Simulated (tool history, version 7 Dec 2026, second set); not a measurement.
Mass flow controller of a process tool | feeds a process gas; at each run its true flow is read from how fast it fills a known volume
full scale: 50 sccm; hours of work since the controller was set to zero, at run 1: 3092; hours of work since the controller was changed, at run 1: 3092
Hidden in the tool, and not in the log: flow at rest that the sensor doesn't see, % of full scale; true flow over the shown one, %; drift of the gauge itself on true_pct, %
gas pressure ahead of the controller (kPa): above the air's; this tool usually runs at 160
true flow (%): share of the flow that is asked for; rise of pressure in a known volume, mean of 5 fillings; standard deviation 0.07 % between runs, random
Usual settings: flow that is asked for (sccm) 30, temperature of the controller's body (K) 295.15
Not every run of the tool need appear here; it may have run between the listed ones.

run	day	flow that is asked for (sccm)	gas pressure ahead of the controller (kPa)	temperature of the controller's body (K)	hours of work since the controller was set to zero	hours of work since the controller was changed	true flow (%)
1	0.000	30	160	295.15	3092	3092	97.96
2	4.546	30	144	295.15	3175	3175	97.90
3	8.183	30	144	295.15	3241	3241	97.85
4	13.567	30	144	295.15	3339	3339	97.68
5	17.962	9	144	295.15	3419	3419	94.78
6	23.342	30	160	297.15	3517	3517	97.48
7	26.188	30	160	297.15	3569	3569	97.55
8	29.888	30	160	295.15	3637	3637	97.79
9	35.217	30	160	304.15	3734	3734	96.82
10	41.054	30	160	295.15	3840	3840	97.59
11	44.688	30	160	295.15	3906	3906	97.62
12	47.392	30	160	295.15	3955	3955	97.64
13	52.288	30	160	295.15	4044	4044	97.55
14	56.246	7	160	295.15	4117	4117	93.39
15	62.100	5	160	301.15	4223	4223	91.38
16	66.729	18	176	295.15	4307	4307	96.19
17	69.642	19	190	295.15	4360	4360	96.25
18	72.575	19	169	311.15	4414	4414	95.19
19	76.492	26	158	307.15	4485	4485	96.27
20	80.092	43	158	306.15	4551	4551	97.83
21	84.346	43	158	306.15	4628	4628	97.67
22	89.788	43	158	306.15	4727	4727	97.82
23	94.800	43	158	306.15	4819	4819	97.57
24	99.429	43	158	306.15	4903	4903	97.60
25	105.050	10	237	298.15	5005	5005	93.73
26	109.250	13	160	295.15	5082	5082	94.80
27	114.917	13	160	295.15	5185	5185	94.86

What would each run have given without the hidden state, its run-to-run variation left as it was?
run	true flow (%)
1	99.09
2	99.06
3	99.03
4	98.90
5	97.64
6	98.75
7	98.84
8	99.10
9	98.16
10	98.96
11	99.02
12	99.05
13	99.00
14	97.56
15	97.08
16	98.29
17	98.30
18	97.26
19	97.99
20	99.16
21	99.02
22	99.20
23	98.98
24	99.03
25	97.44
26	97.87
27	98.00

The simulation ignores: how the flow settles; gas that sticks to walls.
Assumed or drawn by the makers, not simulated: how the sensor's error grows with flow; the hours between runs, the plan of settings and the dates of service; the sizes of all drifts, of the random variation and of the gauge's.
